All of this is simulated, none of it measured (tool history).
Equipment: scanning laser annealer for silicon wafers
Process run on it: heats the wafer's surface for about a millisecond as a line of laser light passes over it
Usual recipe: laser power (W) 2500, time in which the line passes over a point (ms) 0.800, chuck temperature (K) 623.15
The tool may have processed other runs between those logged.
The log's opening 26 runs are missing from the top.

run,hour,laser power (W),time in which the line passes over a point (ms),chuck temperature (K),hours of work since the window was cleaned,hours of work since the power meter was calibrated,hours of work since the optics were aligned,highest temperature of the surface (K)
27,403.9,2410,0.777,597.15,224,335,28,1263.15
28,418.0,2750,0.964,641.15,234,344,38,1512.15
# hour 432.6: optics aligned, line set to its width, once more
29,439.2,2750,0.964,641.15,245,355,5,1532.15
30,458.3,2750,0.964,641.15,258,369,18,1531.15
31,478.5,2750,0.964,641.15,272,382,31,1528.15
32,494.8,2631,0.800,623.15,283,393,42,1381.15
33,515.5,2631,0.800,623.15,297,408,57,1381.15
34,525.8,2737,0.688,623.15,304,415,64,1345.15
35,535.5,2500,0.774,620.15,311,421,70,1324.15
36,552.2,2500,0.774,620.15,322,433,82,1325.15
37,561.0,2500,0.613,601.15,328,439,88,1216.15
38,574.0,2135,0.652,647.15,337,448,97,1182.15
39,592.6,2135,0.652,647.15,350,460,109,1182.15
40,613.3,2445,0.613,605.15,364,474,123,1202.15
41,622.7,2320,0.809,654.15,370,481,130,1312.15

4 ways to go on from here, each from the tool as it stands after run 41. What would each give?
A,641.3,2218,0.646,628.15,383,494,143,?
B,641.3,2483,0.665,654.15,383,494,143,?
C,641.3,2696,0.650,586.15,383,494,143,?
D,641.3,2633,0.809,654.15,383,494,143,?

run,highest temperature of the surface (K)
A,1177.15
B,1287.15
C,1269.15
D,1410.15
With no hidden state in the tool, these same runs would have given:
run,highest temperature of the surface (K)
A,1192.15
B,1305.15
C,1288.15
D,1431.15
